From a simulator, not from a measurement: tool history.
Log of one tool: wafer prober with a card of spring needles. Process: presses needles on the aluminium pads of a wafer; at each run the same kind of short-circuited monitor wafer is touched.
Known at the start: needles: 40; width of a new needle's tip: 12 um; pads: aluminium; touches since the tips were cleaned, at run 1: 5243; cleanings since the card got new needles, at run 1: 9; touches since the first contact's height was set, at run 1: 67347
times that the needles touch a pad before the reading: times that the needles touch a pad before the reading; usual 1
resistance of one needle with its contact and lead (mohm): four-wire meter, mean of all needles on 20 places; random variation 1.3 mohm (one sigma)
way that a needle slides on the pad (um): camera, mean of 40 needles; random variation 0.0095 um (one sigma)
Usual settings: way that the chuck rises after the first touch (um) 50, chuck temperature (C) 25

run   hour  way that the chuck rises after the first touch (um)  chuck temperature (C)  times that the needles touch a pad before the reading  touches since the tips were cleaned  cleanings since the card got new needles  touches since the first contact's height was set  resistance of one needle with its contact and lead (mohm)  way that a needle slides on the pad (um)
  1    0.0                                                   50                     25                                                      1                                 5243                                         9                                             67347                                                        168                                     8.530
       3.1  -- tips cleaned on abrasive film
      20.6  -- tips cleaned on abrasive film
  2   20.6                                                   63                     25                                                      1                                    0                                        11                                             76061                                                        115                                    10.762
      35.5  -- tips cleaned on abrasive film
  3   45.2                                                   63                     25                                                      1                                 4130                                        12                                             86509                                                        144                                    10.735
      50.9  -- tips cleaned on abrasive film
      68.9  -- tips cleaned on abrasive film
  4   75.9                                                   63                     25                                                      1                                 3002                                        14                                             99573                                                        143                                    10.725
      85.0  -- tips cleaned on abrasive film
      99.9  -- tips cleaned on abrasive film
     114.6  -- tips cleaned on abrasive film
  5  114.6                                                   50                     67                                                      1                                    0                                        17                                            115958                                                        124                                     8.433
     131.8  -- tips cleaned on abrasive film
  6  136.8                                                   50                     67                                                      1                                 2132                                        18                                            125384                                                        156                                     8.419
     146.9  -- tips cleaned on abrasive film
     147.2  -- height of the first contact set anew
     162.1  -- tips cleaned on abrasive film
  7  164.9                                                   50                     67                                                      1                                 1165                                        20                                              7505                                                        140                                     8.646
     177.0  -- tips cleaned on abrasive film
     195.2  -- tips cleaned on abrasive film
  8  199.9                                                   50                     67                                                      1                                 1993                                        22                                             22374                                                        155                                     8.608
     210.6  -- tips cleaned on abrasive film
     226.7  -- tips cleaned on abrasive film
  9  237.5                                                   50                     25                                                      3                                 4614                                        24                                             38365                                                        133                                     8.583
     242.5  -- tips cleaned on abrasive film
     258.5  -- tips cleaned on abrasive film
 10  262.6                                                   40                     25                                                      1                                 1724                                        26                                             48976                                                        165                                     6.828
     276.1  -- tips cleaned on abrasive film
 11  286.9                                                   50                     25                                                      1                                 4608                                        27                                             59316                                                        169                                     8.536
     292.3  -- tips cleaned on abrasive film
     307.4  -- tips cleaned on abrasive film
 12  318.2                                                   50                     25                                                      1                                 4617                                        29                                             72609                                                        165                                     8.511
     325.6  -- tips cleaned on abrasive film
 13  339.2                                                   50                     25                                                      1                                 5804                                        30                                             81531                                                        171                                     8.515
     342.0  -- tips cleaned on abrasive film
     358.8  -- tips cleaned on abrasive film
     375.5  -- tips cleaned on abrasive film
 14  385.1                                                   50                     25                                                      1                                 4106                                        33                                            101022                                                        161                                     8.493
     391.3  -- tips cleaned on abrasive film
     406.7  -- tips cleaned on abrasive film
     423.9  -- tips cleaned on abrasive film
 15  429.9                                                   50                     25                                                      1                                 2565                                        36                                            120029                                                        157                                     8.443
     439.7  -- tips cleaned on abrasive film
     453.0  -- height of the first contact set anew
     455.0  -- tips cleaned on abrasive film
     469.7  -- tips cleaned on abrasive film
 16  473.5                                                   50                     25                                                      1                                 1641                                        39                                              8671                                                        146                                     8.597
     486.5  -- tips cleaned on abrasive film
 17  495.7                                                   49                     25                                                      3                                 3928                                        40                                             18112                                                        133                                     8.435
     501.3  -- tips cleaned on abrasive film
     517.6  -- tips cleaned on abrasive film
 18  518.1                                                   57                     33                                                      2                                  222                                        42                                             27576                                                        118                                     9.784
     534.8  -- tips cleaned on abrasive film
 19  544.7                                                   57                     33                                                      2                                 4226                                        43                                             38901                                                        142                                     9.793
     552.0  -- tips cleaned on abrasive film
     568.8  -- tips cleaned on abrasive film
     585.4  -- tips cleaned on abrasive film
 20  587.0                                                   53                     37                                                      2                                  713                                        46                                             56855                                                        125                                     9.062
     602.2  -- tips cleaned on abrasive film
 21  606.8                                                   50                     80                                                      1                                 1975                                        47                                             65252                                                        157                                     8.545
     617.6  -- tips cleaned on abrasive film
 22  628.7                                                   50                     55                                                      1                                 4736                                        48                                             74553                                                        168                                     8.530

The next listed run, before its measurement:
     633.7  -- tips cleaned on abrasive film
     649.0  -- tips cleaned on abrasive film
     663.8  -- tips cleaned on abrasive film
 23  663.8                                                   43                     36                                                      2                                    0                                        51                                             89446                                                          ?                                         ?

resistance of one needle with its contact and lead (mohm): 120
way that a needle slides on the pad (um): 7.299
Without the tool's hidden state the same run would have given resistance of one needle with its contact and lead (mohm) 116, way that a needle slides on the pad (um) 7.441.

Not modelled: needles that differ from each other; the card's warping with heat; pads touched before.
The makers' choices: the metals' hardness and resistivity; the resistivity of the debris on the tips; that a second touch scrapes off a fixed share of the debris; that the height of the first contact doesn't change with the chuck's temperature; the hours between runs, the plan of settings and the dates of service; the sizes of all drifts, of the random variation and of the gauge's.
